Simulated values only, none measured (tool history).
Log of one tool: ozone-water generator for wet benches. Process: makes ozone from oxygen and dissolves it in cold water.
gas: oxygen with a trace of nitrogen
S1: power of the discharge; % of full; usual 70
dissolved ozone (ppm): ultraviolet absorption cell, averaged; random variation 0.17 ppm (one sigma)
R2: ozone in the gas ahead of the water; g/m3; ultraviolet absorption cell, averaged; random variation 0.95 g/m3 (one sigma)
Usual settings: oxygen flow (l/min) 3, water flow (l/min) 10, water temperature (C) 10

Run 1, day 0: usual settings. Result: dissolved ozone (ppm) 22.4, R2 156.3 g/m3.
Run 2, day 2.654: usual settings. Result: dissolved ozone (ppm) 22.1, R2 155.4 g/m3.
Run 3, day 4.575: usual settings. Result: dissolved ozone (ppm) 22.3, R2 154.8 g/m3.
Run 4, day 6.208: usual settings. Result: dissolved ozone (ppm) 22.2, R2 156.4 g/m3.
Run 5, day 8.146: usual settings. Result: dissolved ozone (ppm) 22, R2 154.3 g/m3.
Run 6, day 10.025: usual settings. Result: dissolved ozone (ppm) 22.3, R2 153.8 g/m3.
Run 7, day 11.525: usual settings. Result: dissolved ozone (ppm) 22, R2 153.5 g/m3.
Run 8, day 14.983: usual settings but S1 54 % of full. Result: dissolved ozone (ppm) 18.1, R2 126 g/m3.
Run 9, day 18.329: usual settings but S1 54 % of full. Result: dissolved ozone (ppm) 18, R2 126.9 g/m3.
Run 10, day 21.758: usual settings but S1 54 % of full. Result: dissolved ozone (ppm) 18.1, R2 125.8 g/m3.
Run 11, day 23.808: usual settings but S1 54 % of full. Result: dissolved ozone (ppm) 17.8, R2 126.1 g/m3.
Run 12, day 26.146: usual settings. Result: dissolved ozone (ppm) 21.9, R2 152.9 g/m3.
Run 13, day 27.979: usual settings. Result: dissolved ozone (ppm) 22, R2 153 g/m3.
Run 14, day 30.779: usual settings. Result: dissolved ozone (ppm) 22.1, R2 154.5 g/m3.
Run 15, day 33.838: usual settings but S1 79 % of full, water temperature (C) 5. Result: dissolved ozone (ppm) 25.3, R2 166.3 g/m3.
Run 16, day 35.383: usual settings but S1 88 % of full, oxygen flow (l/min) 3.84. Result: dissolved ozone (ppm) 26.4, R2 162 g/m3.
Run 17, day 37.279: usual settings but S1 44 % of full, oxygen flow (l/min) 2.67, water flow (l/min) 7, water temperature (C) 9. Result: dissolved ozone (ppm) 20.2, R2 112.8 g/m3.
Run 18, day 40.117: usual settings but S1 44 % of full, oxygen flow (l/min) 3.74, water flow (l/min) 7, water temperature (C) 9. Result: dissolved ozone (ppm) 20.6, R2 97.1 g/m3.
Run 19, day 42.496: usual settings but S1 44 % of full, oxygen flow (l/min) 3.74, water flow (l/min) 7, water temperature (C) 14. Result: dissolved ozone (ppm) 18.7, R2 97.9 g/m3.
Run 20, day 44.371: usual settings but S1 44 % of full, oxygen flow (l/min) 3.74, water flow (l/min) 7, water temperature (C) 14. Result: dissolved ozone (ppm) 18.8, R2 98 g/m3.
Run 21, day 47.038: usual settings but S1 77 % of full, oxygen flow (l/min) 3.01. Result: dissolved ozone (ppm) 23.2, R2 161.9 g/m3.
Run 22, day 49.033: usual settings but S1 77 % of full, oxygen flow (l/min) 1.76. Result: dissolved ozone (ppm) 20.7, R2 204.3 g/m3.
Run 23, day 52.233: usual settings but S1 43 % of full, oxygen flow (l/min) 2.12, water flow (l/min) 14, water temperature (C) 6. Result: dissolved ozone (ppm) 10.7, R2 124 g/m3.
Run 24, day 54.996: usual settings but S1 72 % of full, oxygen flow (l/min) 2.12, water flow (l/min) 14, water temperature (C) 7. Result: dissolved ozone (ppm) 15.5, R2 178.7 g/m3.
Run 25, day 57.942: usual settings but S1 69 % of full, oxygen flow (l/min) 3.34, water flow (l/min) 16, water temperature (C) 13. Result: dissolved ozone (ppm) 13.9, R2 142.7 g/m3.
Run 26, day 59.925: usual settings but S1 69 % of full, oxygen flow (l/min) 1.86, water flow (l/min) 8, water temperature (C) 8. Result: dissolved ozone (ppm) 24, R2 185.6 g/m3.
Run 27, day 62.158: usual settings but S1 54 % of full, oxygen flow (l/min) 2.61, water flow (l/min) 8, water temperature (C) 8. Result: dissolved ozone (ppm) 21.6, R2 132.3 g/m3.
Run 28, day 64.779: usual settings but water flow (l/min) 12. Result: dissolved ozone (ppm) 18.5, R2 148.6 g/m3.

Forecast each of these 3 alternatives for the next run:
Run A, day 66.725: usual settings but oxygen flow (l/min) 2.63, water flow (l/min) 9, water temperature (C) 16. Result: dissolved ozone (ppm) ?, R2 ?.
Run B, day 66.725: usual settings but S1 89 % of full, water flow (l/min) 12. Result: dissolved ozone (ppm) ?, R2 ?.
Run C, day 66.725: usual settings but S1 65 % of full, water flow (l/min) 12. Result: dissolved ozone (ppm) ?, R2 ?.

run  dissolved ozone (ppm)     R2
  A                   21.1    160
  B                   21.9  179.4
  C                   17.3  141.8
Without the tool's hidden state the same runs would have given:
run  dissolved ozone (ppm)     R2
  A                   23.1  171.5
  B                   24.4  194.6
  C                     19  151.4
